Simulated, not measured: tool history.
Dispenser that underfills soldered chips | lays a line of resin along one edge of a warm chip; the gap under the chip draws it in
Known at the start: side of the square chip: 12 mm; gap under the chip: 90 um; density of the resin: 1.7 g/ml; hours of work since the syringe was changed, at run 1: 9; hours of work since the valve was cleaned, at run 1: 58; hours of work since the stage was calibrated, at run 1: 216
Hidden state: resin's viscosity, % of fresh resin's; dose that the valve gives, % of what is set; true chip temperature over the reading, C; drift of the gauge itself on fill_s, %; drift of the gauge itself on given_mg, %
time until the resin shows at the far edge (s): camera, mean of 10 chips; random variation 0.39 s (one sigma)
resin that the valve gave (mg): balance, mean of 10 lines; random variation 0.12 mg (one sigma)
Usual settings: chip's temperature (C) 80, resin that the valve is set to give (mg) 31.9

run	day	chip's temperature (C)	resin that the valve is set to give (mg)	hours of work since the syringe was changed	hours of work since the valve was cleaned	hours of work since the stage was calibrated	time until the resin shows at the far edge (s)	resin that the valve gave (mg)
1	0.000	80	31.9	9	58	216	45.2	30.44
# day 0.071: new syringe of resin
2	0.379	80	31.9	5	65	223	35.5	30.27
# day 0.683: new syringe of resin
# day 0.725: dispensing valve cleaned and set on the balance
3	0.854	80	31.9	2	2	230	28.0	31.98
4	1.162	80	31.9	7	7	235	41.7	31.83
# day 1.342: new syringe of resin
5	1.729	80	31.9	7	17	245	38.4	31.63
# day 1.958: new syringe of resin
6	2.375	80	30.8	7	28	255	40.3	30.29
# day 2.567: new syringe of resin
7	2.754	80	30.8	3	34	262	31.3	29.94
8	3.062	80	31.9	9	40	267	45.0	30.94
# day 3.179: new syringe of resin
# day 3.792: new syringe of resin
9	3.792	80	31.9	0	52	279	23.5	30.31
# day 4.383: new syringe of resin
10	4.479	80	31.9	2	63	291	27.5	30.12
# day 4.858: dispensing valve cleaned and set on the balance
# day 5.017: new syringe of resin
11	5.100	80	31.9	1	4	301	26.9	31.72
# day 5.625: new syringe of resin
12	5.825	80	31.9	3	16	313	31.1	31.58
# day 6.221: new syringe of resin
13	6.529	80	31.9	5	28	325	34.6	31.08
# day 6.871: new syringe of resin
14	7.046	80	31.9	3	37	333	29.8	30.86
# day 7.471: new syringe of resin
15	7.604	91	27.8	2	46	343	17.9	26.87
# day 8.071: new syringe of resin
16	8.233	84	35.9	3	57	353	22.7	34.33
# day 8.662: new syringe of resin
17	8.842	84	35.9	3	67	364	24.0	34.03
# day 9.033: dispensing valve cleaned and set on the balance
# day 9.304: new syringe of resin
18	9.546	84	27.5	4	9	375	27.9	27.30
# day 9.921: new syringe of resin
19	9.921	86	39.1	0	15	381	17.7	38.48
20	10.438	80	34.5	9	24	390	43.6	33.70
# day 10.558: new syringe of resin
21	10.775	81	37.1	4	29	396	29.2	36.16

Forecast run 22:
# day 11.158: new syringe of resin
22	11.425	81	37.1	5	40	406	?	?

{"run 22": {"time until the resin shows at the far edge (s)": 30.3, "resin that the valve gave (mg)": 35.8}}
Without the tool's hidden state the same run would have given time until the resin shows at the far edge (s) 23.3, resin that the valve gave (mg) 37.04.
